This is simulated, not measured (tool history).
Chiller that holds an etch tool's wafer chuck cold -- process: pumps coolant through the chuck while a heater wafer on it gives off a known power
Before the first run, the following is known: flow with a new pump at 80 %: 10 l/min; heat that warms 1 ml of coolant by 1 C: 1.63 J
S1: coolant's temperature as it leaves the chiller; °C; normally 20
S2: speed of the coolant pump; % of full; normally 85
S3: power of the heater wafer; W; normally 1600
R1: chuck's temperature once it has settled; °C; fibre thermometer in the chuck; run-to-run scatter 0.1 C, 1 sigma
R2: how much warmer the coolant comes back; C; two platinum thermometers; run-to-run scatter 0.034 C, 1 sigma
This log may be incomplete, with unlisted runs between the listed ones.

Run 1, hour 0.0: usual settings. Result: R1 33.3 °C, R2 5.54 C.
Run 2, hour 57.8: usual settings. Result: R1 33.2 °C, R2 5.56 C.
Run 3, hour 106.4: usual settings. Result: R1 33.1 °C, R2 5.57 C.
Run 4, hour 212.5: usual settings but S1 24 °C. Result: R1 37.3 °C, R2 5.60 C.
Run 5, hour 265.1: usual settings but S1 24 °C. Result: R1 37.4 °C, R2 5.61 C.
Run 6, hour 366.6: usual settings but S1 27 °C. Result: R1 40.3 °C, R2 5.64 C.
Run 7, hour 422.8: usual settings but S1 27 °C. Result: R1 40.4 °C, R2 5.66 C.
Run 8, hour 515.7: usual settings but S3 2121 W. Result: R1 37.5 °C, R2 7.36 C.
Run 9, hour 568.9: usual settings but S3 2121 W. Result: R1 37.7 °C, R2 7.44 C.
Run 10, hour 633.6: usual settings but S2 92 % of full. Result: R1 32.6 °C, R2 5.14 C.
Run 11, hour 697.7: usual settings but S3 2171 W. Result: R1 38.0 °C, R2 7.56 C.
Run 12, hour 746.4: usual settings. Result: R1 33.2 °C, R2 5.58 C.
Run 13, hour 838.6: usual settings. Result: R1 33.2 °C, R2 5.59 C.
Run 14, hour 947.2: usual settings but S1 14 °C, S2 64 % of full. Result: R1 30.9 °C, R2 7.53 C.
Run 15, hour 1031.1: usual settings but S1 11 °C, S2 74 % of full, S3 1396 W. Result: R1 24.1 °C, R2 5.68 C.
Run 16, hour 1085.3: usual settings but S1 23 °C, S2 98 % of full, S3 1050 W. Result: R1 30.8 °C, R2 3.26 C.
Run 17, hour 1141.4: usual settings but S1 25 °C, S2 99 % of full. Result: R1 36.6 °C, R2 4.92 C.
Run 18, hour 1231.1: usual settings but S1 19 °C, S2 99 % of full, S3 1646 W. Result: R1 31.2 °C, R2 5.00 C.
Run 19, hour 1313.0: usual settings but S2 88 % of full, S3 1531 W. Result: R1 32.4 °C, R2 5.26 C.
Run 20, hour 1363.2: usual settings but S1 12 °C, S2 68 % of full. Result: R1 27.9 °C, R2 7.06 C.
Run 21, hour 1472.3: usual settings but S1 27 °C, S2 71 % of full, S3 1889 W. Result: R1 45.1 °C, R2 8.04 C.
Run 22, hour 1546.7: usual settings but S2 81 % of full. Result: R1 33.8 °C, R2 5.96 C.
Run 23, hour 1619.1: usual settings but S2 81 % of full. Result: R1 33.7 °C, R2 5.98 C.
Run 24, hour 1673.5: usual settings but S3 1901 W. Result: R1 35.7 °C, R2 6.82 C.
At hour 1679.4: gauge calibrated.
Run 25, hour 1718.5: usual settings but S2 84 % of full, S3 2292 W. Result: R1 39.3 °C, R2 8.08 C.
Run 26, hour 1789.0: usual settings but S3 2292 W. Result: R1 38.9 °C, R2 7.98 C.

Each row is a separate what-if for the run after 26, all from the same tool condition, not one after another. Results?
Run A, hour 1893.8: usual settings but S1 28 °C, S2 92 % of full, S3 1505 W. Result: R1 ?, R2 ?.
Run B, hour 1893.8: usual settings but S1 30 °C, S2 87 % of full, S3 2292 W. Result: R1 ?, R2 ?.
Run C, hour 1893.8: usual settings but S1 10 °C, S2 63 % of full, S3 1330 W. Result: R1 ?, R2 ?.
Run D, hour 1893.8: usual settings but S1 24 °C, S2 84 % of full, S3 2292 W. Result: R1 ?, R2 ?.

run    R1    R2
  A  39.6  4.79
  B  48.7  7.77
  C  24.2  6.25
  D  43.2  8.04
Take away the tool's hidden state, keep each run's random variation, and the runs would have read:
run    R1    R2
  A  39.5  4.76
  B  48.7  7.74
  C  24.2  6.23
  D  43.2  8.01
